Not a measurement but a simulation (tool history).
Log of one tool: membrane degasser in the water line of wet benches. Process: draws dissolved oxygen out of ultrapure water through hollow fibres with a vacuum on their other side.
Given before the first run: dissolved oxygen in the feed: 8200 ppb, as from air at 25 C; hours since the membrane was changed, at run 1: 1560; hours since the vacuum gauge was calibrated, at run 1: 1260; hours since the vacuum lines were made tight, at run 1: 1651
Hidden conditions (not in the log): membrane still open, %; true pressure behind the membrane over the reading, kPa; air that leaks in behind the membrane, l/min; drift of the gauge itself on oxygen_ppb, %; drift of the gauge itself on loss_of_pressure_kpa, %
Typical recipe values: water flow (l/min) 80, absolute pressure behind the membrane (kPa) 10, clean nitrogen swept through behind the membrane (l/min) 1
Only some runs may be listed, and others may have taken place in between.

run	hour	water flow (l/min)	absolute pressure behind the membrane (kPa)	clean nitrogen swept through behind the membrane (l/min)	hours since the membrane was changed	hours since the vacuum gauge was calibrated	hours since the vacuum lines were made tight	dissolved oxygen in the water behind the degasser (ppb)	pressure that the water loses in the fibres (kPa)
1	0	80	10	1	1560	1260	1651	890.2	35.81
2	150.6	80	10	1	1711	1410	1802	890.5	35.77
3	323.4	80	10	1	1884	1583	1975	893.8	35.58
4	479	80	10	1.1	2039	1739	2131	840.7	35.79
5	640.6	80	10	1.1	2201	1900	2292	842.8	36.01
6	800.3	80	10	1.1	2361	2060	2452	842.5	35.81
7	899.6	80	10	1.1	2460	2159	2551	835.6	36.15
8	983	80	10	1.1	2543	2243	2634	846.9	35.93
9	1055.9	68	10	1	2616	2315	2707	790.2	30.91
10	1165	68	10	1	2725	2425	2817	789.4	30.7
11	1301.2	68	10	1	2862	2561	2953	786	30.69
12	1389	62	21.4	0.69	2949	2649	3040	2158.2	28.05
13	1552.7	80	6.9	1	3113	2812	3204	529.8	36.22
14	1665.7	80	6.9	1	3226	2925	3317	530.4	36.03

Had the tool no unlogged condition, and each run kept its random variation, what would the results have been?
run	dissolved oxygen in the water behind the degasser (ppb)	pressure that the water loses in the fibres (kPa)
1	881.1	35.15
2	880.7	35.05
3	883.3	34.8
4	829.7	34.95
5	831	35.1
6	830	34.84
7	822.7	35.14
8	833.5	34.88
9	779.3	30
10	778.1	29.76
11	774.3	29.7
12	2150.4	27.12
13	512	34.95
14	511.9	34.73
